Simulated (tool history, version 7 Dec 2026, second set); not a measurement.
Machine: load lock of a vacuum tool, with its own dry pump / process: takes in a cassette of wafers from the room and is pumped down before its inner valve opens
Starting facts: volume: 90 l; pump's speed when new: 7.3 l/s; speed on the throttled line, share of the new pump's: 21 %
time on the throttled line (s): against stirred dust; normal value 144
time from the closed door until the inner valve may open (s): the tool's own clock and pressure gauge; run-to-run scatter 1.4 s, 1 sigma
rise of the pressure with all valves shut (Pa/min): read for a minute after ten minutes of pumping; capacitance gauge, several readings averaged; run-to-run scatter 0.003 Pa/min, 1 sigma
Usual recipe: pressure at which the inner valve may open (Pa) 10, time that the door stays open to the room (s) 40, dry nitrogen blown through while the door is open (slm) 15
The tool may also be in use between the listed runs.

run     day  time on the throttled line (s)  pressure at which the inner valve may open (Pa)  time that the door stays open to the room (s)  dry nitrogen blown through while the door is open (slm)  incoming humidity of the room's air, %  time from the closed door until the inner valve may open (s)  rise of the pressure with all valves shut (Pa/min)
  1       0                             144                                               10                                             40                                                       15                                    48.1                                                         228.6                                               0.024
  2   2.754                             144                                               10                                             33                                                       15                                    44.6                                                         230.5                                               0.025
  3   6.783                             144                                               10                                             40                                                       15                                    43.1                                                         230.1                                               0.018
  4  10.462                             144                                               10                                             40                                                       15                                    43.2                                                         230.3                                               0.021
  5  12.704                             144                                               10                                             40                                                       15                                    44.4                                                         228.3                                               0.022
  6  16.808                             144                                               10                                             40                                                       15                                    43.2                                                           229                                               0.024
  7  22.288                             144                                               12                                             40                                                       15                                    43.6                                                           225                                               0.025
  8   24.65                             144                                               12                                             40                                                       15                                    45.2                                                         228.6                                               0.025
  9  28.604                             180                                                8                                             43                                                        5                                    47.2                                                         261.6                                               0.035
 10  31.679                             180                                                8                                             43                                                        5                                    44.1                                                         259.8                                               0.033
 11  35.442                             180                                               11                                             75                                                       38                                      45                                                         256.5                                               0.017
 12  39.704                             121                                               15                                            237                                                        6                                    43.5                                                         203.7                                               0.082
 13  43.388                              85                                               10                                             40                                                       15                                    45.9                                                           183                                               0.024
 14  48.846                             238                                               10                                             40                                                        6                                    44.4                                                         299.8                                               0.032
 15  53.408                              90                                               16                                            126                                                       13                                    46.8                                                         179.6                                               0.047
 16  56.804                             144                                               10                                            150                                                       15                                      44                                                         227.9                                               0.041

Alternative continuations, all from the tool just after run 16; predict every row:
  A  60.175                             144                                               12                                             40                                                       21                                    42.9                                                             ?                                                   ?
  B  60.175                             144                                                7                                             65                                                       15                                    45.4                                                             ?                                                   ?
  C  60.175                             144                                               10                                            181                                                       15                                    45.3                                                             ?                                                   ?

run  time from the closed door until the inner valve may open (s)  rise of the pressure with all valves shut (Pa/min)
  A                                                           225                                               0.016
  B                                                         231.9                                                0.03
  C                                                         226.8                                               0.055
With no hidden state in the tool, these same runs would have given:
run  time from the closed door until the inner valve may open (s)  rise of the pressure with all valves shut (Pa/min)
  A                                                         224.9                                               0.016
  B                                                         231.8                                                0.03
  C                                                         226.7                                               0.055
